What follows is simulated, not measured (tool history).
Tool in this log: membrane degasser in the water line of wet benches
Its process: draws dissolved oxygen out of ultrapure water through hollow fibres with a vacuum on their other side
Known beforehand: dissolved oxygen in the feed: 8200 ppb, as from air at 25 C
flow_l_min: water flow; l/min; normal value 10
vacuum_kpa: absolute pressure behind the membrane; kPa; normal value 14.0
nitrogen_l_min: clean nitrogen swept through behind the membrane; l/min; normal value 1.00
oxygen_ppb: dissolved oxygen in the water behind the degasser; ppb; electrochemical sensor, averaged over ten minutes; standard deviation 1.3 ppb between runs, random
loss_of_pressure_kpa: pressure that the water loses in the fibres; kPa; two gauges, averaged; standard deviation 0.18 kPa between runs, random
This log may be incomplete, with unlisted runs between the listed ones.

Run 1, day 0.000: usual settings. Result: oxygen_ppb 268.6 ppb, loss_of_pressure_kpa 32.36 kPa.
Run 2, day 3.117: usual settings. Result: oxygen_ppb 256.3 ppb, loss_of_pressure_kpa 32.79 kPa.
Run 3, day 6.217: usual settings. Result: oxygen_ppb 258.8 ppb, loss_of_pressure_kpa 32.67 kPa.
Run 4, day 9.238: usual settings but vacuum_kpa 11.1 kPa. Result: oxygen_ppb 192.0 ppb, loss_of_pressure_kpa 32.60 kPa.
Run 5, day 12.608: usual settings but vacuum_kpa 13.5 kPa. Result: oxygen_ppb 246.4 ppb, loss_of_pressure_kpa 32.29 kPa.
Run 6, day 14.438: usual settings but vacuum_kpa 13.5 kPa. Result: oxygen_ppb 247.3 ppb, loss_of_pressure_kpa 32.73 kPa.
Run 7, day 18.383: usual settings but vacuum_kpa 13.5 kPa. Result: oxygen_ppb 246.7 ppb, loss_of_pressure_kpa 32.72 kPa.
Run 8, day 22.021: usual settings but vacuum_kpa 13.5 kPa. Result: oxygen_ppb 247.1 ppb, loss_of_pressure_kpa 32.45 kPa.
Run 9, day 24.404: usual settings but vacuum_kpa 13.5 kPa. Result: oxygen_ppb 248.1 ppb, loss_of_pressure_kpa 32.72 kPa.
Run 10, day 26.725: usual settings but vacuum_kpa 13.5 kPa. Result: oxygen_ppb 245.2 ppb, loss_of_pressure_kpa 32.81 kPa.
Run 11, day 29.921: usual settings but vacuum_kpa 13.5 kPa. Result: oxygen_ppb 250.8 ppb, loss_of_pressure_kpa 32.90 kPa.
Run 12, day 32.075: usual settings. Result: oxygen_ppb 263.3 ppb, loss_of_pressure_kpa 32.60 kPa.
Run 13, day 35.817: usual settings. Result: oxygen_ppb 259.2 ppb, loss_of_pressure_kpa 32.85 kPa.
Run 14, day 38.246: usual settings but vacuum_kpa 19.5 kPa. Result: oxygen_ppb 382.0 ppb, loss_of_pressure_kpa 32.76 kPa.
Run 15, day 40.271: usual settings but vacuum_kpa 27.5 kPa. Result: oxygen_ppb 553.5 ppb, loss_of_pressure_kpa 32.98 kPa.
Run 16, day 43.792: usual settings but flow_l_min 11 l/min. Result: oxygen_ppb 287.9 ppb, loss_of_pressure_kpa 36.05 kPa.
Run 17, day 46.225: usual settings but flow_l_min 6 l/min. Result: oxygen_ppb 162.1 ppb, loss_of_pressure_kpa 19.80 kPa.
Run 18, day 49.550: usual settings but flow_l_min 6 l/min. Result: oxygen_ppb 159.0 ppb, loss_of_pressure_kpa 19.78 kPa.
Run 19, day 53.346: usual settings but flow_l_min 14 l/min, vacuum_kpa 10.7 kPa. Result: oxygen_ppb 271.6 ppb, loss_of_pressure_kpa 46.38 kPa.
Run 20, day 56.754: usual settings but flow_l_min 14 l/min, vacuum_kpa 10.7 kPa. Result: oxygen_ppb 272.2 ppb, loss_of_pressure_kpa 46.08 kPa.
Run 21, day 58.475: usual settings but flow_l_min 14 l/min, vacuum_kpa 10.7 kPa. Result: oxygen_ppb 270.8 ppb, loss_of_pressure_kpa 46.52 kPa.
Run 22, day 60.704: usual settings but flow_l_min 14 l/min, vacuum_kpa 10.7 kPa. Result: oxygen_ppb 272.5 ppb, loss_of_pressure_kpa 46.28 kPa.
Run 23, day 64.450: usual settings but flow_l_min 13 l/min, nitrogen_l_min 0.94 l/min. Result: oxygen_ppb 359.7 ppb, loss_of_pressure_kpa 43.04 kPa.
Run 24, day 66.804: usual settings but flow_l_min 13 l/min, nitrogen_l_min 0.94 l/min. Result: oxygen_ppb 359.5 ppb, loss_of_pressure_kpa 42.83 kPa.
Run 25, day 68.525: usual settings but vacuum_kpa 18.7 kPa, nitrogen_l_min 1.39 l/min. Result: oxygen_ppb 275.9 ppb, loss_of_pressure_kpa 33.26 kPa.
Run 26, day 71.333: usual settings but vacuum_kpa 18.7 kPa, nitrogen_l_min 1.39 l/min. Result: oxygen_ppb 274.7 ppb, loss_of_pressure_kpa 32.86 kPa.
Run 27, day 73.367: usual settings but flow_l_min 8 l/min, vacuum_kpa 13.0 kPa, nitrogen_l_min 0.40 l/min. Result: oxygen_ppb 434.3 ppb, loss_of_pressure_kpa 26.87 kPa.
Run 28, day 76.346: usual settings but flow_l_min 6 l/min, vacuum_kpa 24.6 kPa, nitrogen_l_min 1.24 l/min. Result: oxygen_ppb 260.5 ppb, loss_of_pressure_kpa 19.77 kPa.
Run 29, day 78.975: usual settings but flow_l_min 6 l/min, vacuum_kpa 24.6 kPa, nitrogen_l_min 1.24 l/min. Result: oxygen_ppb 259.4 ppb, loss_of_pressure_kpa 19.84 kPa.
Run 30, day 82.025: usual settings but vacuum_kpa 24.1 kPa, nitrogen_l_min 2.44 l/min. Result: oxygen_ppb 218.3 ppb, loss_of_pressure_kpa 33.25 kPa.
Run 31, day 85.592: usual settings but flow_l_min 6 l/min, vacuum_kpa 24.1 kPa, nitrogen_l_min 0.72 l/min. Result: oxygen_ppb 422.4 ppb, loss_of_pressure_kpa 20.23 kPa.
Run 32, day 89.617: usual settings but flow_l_min 15 l/min, vacuum_kpa 17.3 kPa, nitrogen_l_min 1.28 l/min. Result: oxygen_ppb 418.9 ppb, loss_of_pressure_kpa 49.91 kPa.

Withheld: 1 entry from between the runs. Position of each, and hidden state at the listed run before versus the listed run after:
Between runs 1 and 2: seals of the vacuum lines changed (day 0.912)
  air that leaks in behind the membrane, l/min: 0.0214 -> 0.0021
  what was measured, less what the result would be without the hidden state, oxygen_ppb: +14.0 -> +2.6 ppb; loss_of_pressure_kpa: +1.05 -> +1.08 kPa
